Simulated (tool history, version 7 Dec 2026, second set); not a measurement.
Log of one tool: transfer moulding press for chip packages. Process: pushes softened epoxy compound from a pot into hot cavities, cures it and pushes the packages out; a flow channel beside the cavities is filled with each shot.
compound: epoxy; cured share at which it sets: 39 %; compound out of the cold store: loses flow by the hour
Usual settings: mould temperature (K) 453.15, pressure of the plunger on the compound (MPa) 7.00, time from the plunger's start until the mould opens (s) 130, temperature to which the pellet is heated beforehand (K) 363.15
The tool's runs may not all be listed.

run   hour  mould temperature (K)  pressure of the plunger on the compound (MPa)  time from the plunger's start until the mould opens (s)  temperature to which the pellet is heated beforehand (K)  incoming compound's hours out of the cold store  length that the compound runs in the flow channel (mm)  greatest force on the pins that push the packages out (N)
  1    0.0                 453.15                                           7.00                                                      130                                                    363.15                                              8.9                                                     615                                                        490
  2   54.5                 453.15                                           7.00                                                      130                                                    363.15                                             47.9                                                     509                                                        544
      71.5  -- cavities cleaned with cleaning compound and waxed
  3  105.1                 453.15                                           7.00                                                      133                                                    363.15                                             43.3                                                     514                                                        447
  4  159.6                 453.15                                           6.96                                                      130                                                    363.15                                             24.8                                                     554                                                        515
     193.9  -- cavities cleaned with cleaning compound and waxed
  5  239.0                 453.15                                           6.96                                                      130                                                    363.15                                             42.1                                                     506                                                        482
     245.4  -- mould's thermocouples calibrated
     299.6  -- plunger's sealing rings changed
  6  318.3                 453.15                                           6.96                                                      130                                                    363.15                                             42.9                                                     526                                                        572
     327.1  -- cavities cleaned with cleaning compound and waxed
  7  361.8                 453.15                                           6.96                                                      130                                                    363.15                                             36.0                                                     546                                                        437
  8  433.0                 453.15                                           6.96                                                      130                                                    363.15                                             17.5                                                     601                                                        561
     453.1  -- cavities cleaned with cleaning compound and waxed
  9  483.6                 453.15                                           5.88                                                      130                                                    363.15                                             34.5                                                     493                                                        461
 10  555.1                 453.15                                           5.88                                                      148                                                    363.15                                             25.6                                                     519                                                        538
     574.1  -- mould's thermocouples calibrated, once more
     580.1  -- cavities cleaned with cleaning compound and waxed
 11  637.8                 453.15                                           7.19                                                      125                                                    359.15                                              8.9                                                     613                                                        502
     705.0  -- cavities cleaned with cleaning compound and waxed
 12  719.0                 455.15                                           7.00                                                      130                                                    363.15                                             42.6                                                     509                                                        411
     767.4  -- plunger's sealing rings changed
 13  796.7                 454.15                                           7.00                                                      123                                                    370.15                                             22.6                                                     585                                                        551

Measured less the same run without the tool's hidden state. The same run-to-run variation is in both; the gauge's scatter may not be:
The hidden state here: true mould temperature over the reading, C; pressure that reaches the compound, % of what is set; grip of the stained cavities, % over clean ones'; drift of the gauge itself on flow_mm, %; drift of the gauge itself on push_out_n, %.
run  length that the compound runs in the flow channel (mm)  greatest force on the pins that push the packages out (N)
  1                                                     -13                                                        +98
  2                                                     -14                                                       +164
  3                                                     -17                                                        +70
  4                                                     -22                                                       +143
  5                                                     -25                                                        +99
  6                                                      -1                                                       +182
  7                                                      -2                                                        +75
  8                                                      -8                                                       +177
  9                                                      -9                                                        +76
 10                                                     -12                                                       +165
 11                                                     -22                                                       +117
 12                                                     -23                                                        +36
 13                                                      -2                                                       +159

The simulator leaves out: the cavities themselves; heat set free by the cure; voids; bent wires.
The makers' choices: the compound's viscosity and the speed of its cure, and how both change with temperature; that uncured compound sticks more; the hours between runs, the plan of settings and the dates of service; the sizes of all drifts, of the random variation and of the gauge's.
